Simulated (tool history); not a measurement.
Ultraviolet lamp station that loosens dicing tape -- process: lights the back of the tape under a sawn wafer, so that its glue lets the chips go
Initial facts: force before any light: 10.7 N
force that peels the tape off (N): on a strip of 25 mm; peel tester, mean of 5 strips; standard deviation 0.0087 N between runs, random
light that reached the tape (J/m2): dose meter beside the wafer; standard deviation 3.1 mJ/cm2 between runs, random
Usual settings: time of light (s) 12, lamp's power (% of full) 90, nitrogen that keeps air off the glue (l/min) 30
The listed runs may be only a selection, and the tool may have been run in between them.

run     day  time of light (s)  lamp's power (% of full)  nitrogen that keeps air off the glue (l/min)  force that peels the tape off (N)  light that reached the tape (J/m2)
  1   0.000                 12                        90                                            30                              0.446                                4210
  2   1.138                 15                        90                                            30                              0.306                                5320
  3   2.675                 15                        90                                            10                              0.740                                5260
  4   3.379                 12                        90                                            30                              0.464                                4170
  5   4.488                 12                        90                                            30                              0.480                                4120
  6   5.204                 12                        90                                            30                              0.492                                4050
  7   5.908                 12                        60                                            30                              1.171                                2680
  8   7.454                 12                        92                                            30                              0.486                                4020
  9   8.542                 12                        90                                            30                              0.523                                3910
 10   9.367                 12                        90                                            30                              0.530                                3920
 11  10.146                 12                        92                                            30                              0.526                                3980
 12  10.792                 12                        92                                            30                              0.514                                3940
 13  11.629                 12                        80                                            30                              0.721                                3390
 14  13.179                 18                        90                                            30                              0.277                                5700
     13.308  -- window cleaned of glue's vapour
 15  14.675                 12                        75                                            30                              1.008                                2900
 16  15.817                 12                        75                                            30                              1.063                                2900
 17  16.825                 12                        90                                            30                              0.691                                3370
 18  18.075                 12                        90                                            30                              0.759                                3390
 19  19.612                 12                        90                                            30                              0.747                                3300
     21.075  -- window cleaned of glue's vapour, once more
 20  21.146                 12                        90                                            30                              0.488                                4070
 21  21.875                 12                        90                                            28                              0.526                                4070
 22  23.125                 20                        73                                            30                              0.294                                5410
 23  24.329                 12                        91                                            40                              0.405                                3960
 24  25.900                 16                        84                                            21                              0.428                                4880
 25  26.792                 16                        84                                            21                              0.454                                4830
 26  28.029                  7                        64                                            48                              2.297                                1570
 27  29.333                  7                        91                                            23                              1.901                                2240
 28  30.375                 23                        84                                            30                              0.217                                6720
 29  31.229                  6                        90                                            30                              2.133                                1850
 30  32.729                 12                        86                                            30                              0.682                                3540
 31  34.012                  7                        81                                            30                              2.194                                1900
 32  34.783                 14                        90                                            10                              1.145                                4200
 33  35.538                 15                        97                                            10                              0.852                                4740
 34  36.267                 15                        97                                            10                              0.865                                4770
 35  37.196                 15                        97                                            10                              0.919                                4700
 36  38.050                 11                        98                                            37                              0.582                                3420
 37  39.396                 11                        98                                            37                              0.602                                3460
 38  40.433                 11                        98                                            37                              0.622                                3400
 39  41.508                 11                        98                                            37                              0.620                                3350
 40  42.521                 24                        76                                            30                              0.277                                5670
 41  44.075                 18                        65                                            38                              0.565                                3540
 42  44.992                 18                        97                                            43                              0.255                                5280

What if the next run were any one of these 3? Each begins from the tool's condition after run 42:
  A  46.325                  8                        90                                            14                                  ?                                   ?
  B  46.325                 17                        85                                            30                                  ?                                   ?
  C  46.325                 12                        88                                            56                                  ?                                   ?

run  force that peels the tape off (N)  light that reached the tape (J/m2)
  A                              2.797                                2130
  B                              0.453                                4260
  C                              0.578                                3110
Without the tool's hidden state the same runs would have given:
run  force that peels the tape off (N)  light that reached the tape (J/m2)
  A                              1.531                                3150
  B                              0.246                                6300
  C                              0.277                                4610

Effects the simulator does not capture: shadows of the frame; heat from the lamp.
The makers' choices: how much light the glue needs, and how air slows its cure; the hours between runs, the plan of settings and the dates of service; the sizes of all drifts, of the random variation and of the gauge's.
